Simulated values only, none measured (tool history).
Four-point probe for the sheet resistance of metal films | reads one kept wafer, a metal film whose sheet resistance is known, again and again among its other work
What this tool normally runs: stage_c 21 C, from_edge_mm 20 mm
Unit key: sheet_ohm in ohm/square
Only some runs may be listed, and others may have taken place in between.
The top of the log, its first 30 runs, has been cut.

{"run": 31, "day": 54.325, "stage_c": 20, "from_edge_mm": 3, "sheet_ohm": 8.36872}
{"run": 32, "day": 56.558, "stage_c": 26, "from_edge_mm": 6, "sheet_ohm": 8.290388}
{"run": 33, "day": 58.979, "stage_c": 26, "from_edge_mm": 6, "sheet_ohm": 8.291435}
{"run": 34, "day": 60.579, "stage_c": 32, "from_edge_mm": 10, "sheet_ohm": 8.282237}
{"run": 35, "day": 63.038, "stage_c": 24, "from_edge_mm": 9, "sheet_ohm": 8.267881}
{"run": 36, "day": 65.404, "stage_c": 22, "from_edge_mm": 21, "sheet_ohm": 8.255113}
{"run": 37, "day": 67.933, "stage_c": 22, "from_edge_mm": 21, "sheet_ohm": 8.256099}
{"run": 38, "day": 69.204, "stage_c": 32, "from_edge_mm": 11, "sheet_ohm": 8.280751}
{"run": 39, "day": 71.329, "stage_c": 32, "from_edge_mm": 7, "sheet_ohm": 8.291035}
{"run": 40, "day": 72.529, "stage_c": 34, "from_edge_mm": 11, "sheet_ohm": 8.281208}
{"run": 41, "day": 74.167, "stage_c": 34, "from_edge_mm": 11, "sheet_ohm": 8.283843}
{"run": 42, "day": 75.983, "stage_c": 31, "from_edge_mm": 9, "sheet_ohm": 8.281986}
{"run": 43, "day": 78.208, "stage_c": 23, "from_edge_mm": 4, "sheet_ohm": 8.320401}
{"run": 44, "day": 80.7, "stage_c": 28, "from_edge_mm": 8, "sheet_ohm": 8.280136}
{"run": 45, "day": 82.004, "stage_c": 19, "from_edge_mm": 4, "sheet_ohm": 8.312227}
{"run": 46, "day": 83.204, "stage_c": 19, "from_edge_mm": 4, "sheet_ohm": 8.31425}

Branching from run 46: 3 alternative next runs. What would each branch give?
{"run": "A", "day": 85.746, "stage_c": 22, "from_edge_mm": 12, "sheet_ohm": "?"}
{"run": "B", "day": 85.746, "stage_c": 19, "from_edge_mm": 59, "sheet_ohm": "?"}
{"run": "C", "day": 85.746, "stage_c": 29, "from_edge_mm": 49, "sheet_ohm": "?"}

run=A sheet_ohm=8.258917
run=B sheet_ohm=8.243732
run=C sheet_ohm=8.265579
Without the tool's hidden state the same runs would have given:
run=A sheet_ohm=8.25791
run=B sheet_ohm=8.242726
run=C sheet_ohm=8.264575
